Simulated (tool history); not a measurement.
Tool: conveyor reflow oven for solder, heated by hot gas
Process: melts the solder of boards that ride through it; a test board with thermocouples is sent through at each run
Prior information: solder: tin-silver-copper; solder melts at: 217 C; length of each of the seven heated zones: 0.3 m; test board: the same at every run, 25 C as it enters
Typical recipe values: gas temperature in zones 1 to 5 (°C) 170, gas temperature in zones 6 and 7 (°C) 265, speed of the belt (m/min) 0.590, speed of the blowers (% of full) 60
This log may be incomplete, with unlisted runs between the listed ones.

run	hour	gas temperature in zones 1 to 5 (°C)	gas temperature in zones 6 and 7 (°C)	speed of the belt (m/min)	speed of the blowers (% of full)	highest temperature of the board (°C)	time above the solder's melting point (s)
1	0.0	170	265	0.590	60	248.9	43.56
2	16.8	170	265	0.590	60	249.0	43.65
3	39.9	170	265	0.590	60	248.9	43.43
4	62.3	170	265	0.590	60	248.9	43.52
5	76.8	170	265	0.590	60	249.0	43.64
6	92.2	170	265	0.590	60	248.7	43.36
7	106.2	170	265	0.590	60	248.8	43.45
8	122.3	170	265	0.590	60	248.8	43.51
9	134.0	170	265	0.590	55	247.3	42.39
10	144.5	170	265	0.590	55	247.4	42.19
11	168.3	170	265	0.590	55	247.2	42.27
# hour 173.3: belt drive overhauled, speed set with a stopwatch
12	195.8	170	265	0.590	60	248.4	43.37
13	212.2	170	265	0.590	60	248.6	43.25
14	235.9	170	265	0.590	60	248.7	43.27
15	248.4	170	265	0.589	60	248.6	43.59
16	270.1	170	265	0.589	60	248.4	43.28
17	288.7	170	265	0.589	60	248.3	43.43
# hour 302.8: belt drive overhauled, speed set with a stopwatch, once more
18	309.5	170	273	0.487	60	260.4	60.90
19	329.6	170	273	0.487	60	260.4	60.91
20	354.0	182	273	0.475	60	262.0	66.88
21	375.5	170	271	0.550	60	255.6	50.48
22	392.3	170	271	0.550	60	255.3	50.58
23	410.3	179	254	0.590	52	238.2	37.36
24	430.5	170	265	0.508	66	252.5	54.13
25	454.4	181	278	0.590	60	261.1	52.50
26	471.7	181	278	0.590	60	261.1	52.46
27	488.7	182	258	0.590	60	243.2	43.17
28	512.4	180	254	0.551	56	240.2	43.68
29	524.5	180	254	0.551	56	240.3	43.48
30	538.7	180	254	0.551	56	240.1	43.45

How would selected steps in highest temperature of the board (°C) from run to run divide? Give the signed amount a tool lacking its hidden state would still show from settings, what came in and random variation, and the signed amount left for the hidden state, including any gauge scatter that is not in both of the compared results.
The hidden state here: heat that the gas passes to the board, % of a clean oven's; belt's true speed, % of the reading; true gas temperature in zones 6 and 7 over the reading, C; drift of the gauge itself on peak_c, C; drift of the gauge itself on liquid_s, %.
Run 17 -> 18: gas temperature in zones 6 and 7 (°C) 265 -> 273, speed of the belt (m/min) 0.589 -> 0.487, belt drive overhauled, speed set with a stopwatch, once more. highest temperature of the board (°C) +12.1: hidden state -0.4, all else +12.5.
Run 22 -> 23: gas temperature in zones 1 to 5 (°C) 170 -> 179, gas temperature in zones 6 and 7 (°C) 271 -> 254, speed of the belt (m/min) 0.550 -> 0.590, speed of the blowers (% of full) 60 -> 52. highest temperature of the board (°C) -17.1: hidden state +0.2, all else -17.3.
Run 23 -> 24: gas temperature in zones 1 to 5 (°C) 179 -> 170, gas temperature in zones 6 and 7 (°C) 254 -> 265, speed of the belt (m/min) 0.590 -> 0.508, speed of the blowers (% of full) 52 -> 66. highest temperature of the board (°C) +14.3: hidden state -0.3, all else +14.6.
Run 26 -> 27: gas temperature in zones 1 to 5 (°C) 181 -> 182, gas temperature in zones 6 and 7 (°C) 278 -> 258. highest temperature of the board (°C) -17.9: hidden state +0.2, all else -18.1.

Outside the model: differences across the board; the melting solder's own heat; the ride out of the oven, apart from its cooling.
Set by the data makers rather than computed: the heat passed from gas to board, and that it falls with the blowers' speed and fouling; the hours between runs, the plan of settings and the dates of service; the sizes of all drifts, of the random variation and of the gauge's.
